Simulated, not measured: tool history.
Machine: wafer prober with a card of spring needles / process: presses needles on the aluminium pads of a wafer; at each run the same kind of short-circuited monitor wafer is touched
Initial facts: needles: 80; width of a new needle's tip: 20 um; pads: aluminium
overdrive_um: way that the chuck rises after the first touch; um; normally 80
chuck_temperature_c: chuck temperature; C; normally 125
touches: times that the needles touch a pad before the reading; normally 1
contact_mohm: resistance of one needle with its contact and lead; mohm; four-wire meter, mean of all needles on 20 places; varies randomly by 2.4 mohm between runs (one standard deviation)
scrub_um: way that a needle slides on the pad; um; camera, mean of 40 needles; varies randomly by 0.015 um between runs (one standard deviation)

run   hour  overdrive_um  chuck_temperature_c  touches  contact_mohm  scrub_um
  1      0            80                  125        1           293     10.22
       5.7  -- tips cleaned on abrasive film
      19.3  -- tips cleaned on abrasive film
  2   32.2            80                  125        1           295     10.19
      35.5  -- tips cleaned on abrasive film
        49  -- tips cleaned on abrasive film
  3   62.1            80                  125        1           295     10.19
      64.1  -- tips cleaned on abrasive film
      77.9  -- tips cleaned on abrasive film
      92.5  -- tips cleaned on abrasive film
  4  100.7            80                  125        1           293     10.17
     106.8  -- tips cleaned on abrasive film
       121  -- tips cleaned on abrasive film
  5  132.1            80                  125        1           296     10.15
     134.7  -- tips cleaned on abrasive film
     148.8  -- tips cleaned on abrasive film
  6    158            80                  125        1           294     10.16
     164.8  -- tips cleaned on abrasive film
     179.8  -- tips cleaned on abrasive film
  7  192.7            80                  125        1           295     10.13
     195.6  -- tips cleaned on abrasive film
     210.3  -- tips cleaned on abrasive film
  8  218.3            80                  125        1           297     10.11
     226.2  -- tips cleaned on abrasive film
     242.4  -- tips cleaned on abrasive film
  9  248.4            80                  125        1           290      10.1
     256.1  -- tips cleaned on abrasive film
     263.5  -- height of the first contact set anew
     271.1  -- tips cleaned on abrasive film
 10    278            80                  125        1           293      10.2
     284.8  -- tips cleaned on abrasive film
       299  -- tips cleaned on abrasive film
 11    299            80                  125        1           271     10.19

What will run 12 give?
     314.6  -- tips cleaned on abrasive film
 12  320.4            73                  121        1             ?         ?

{"run 12": {"contact_mohm": 295, "scrub_um": 9.32}}
The same run, on a tool lacking any hidden state, would have yielded contact_mohm 275 mohm, scrub_um 9.35 um.
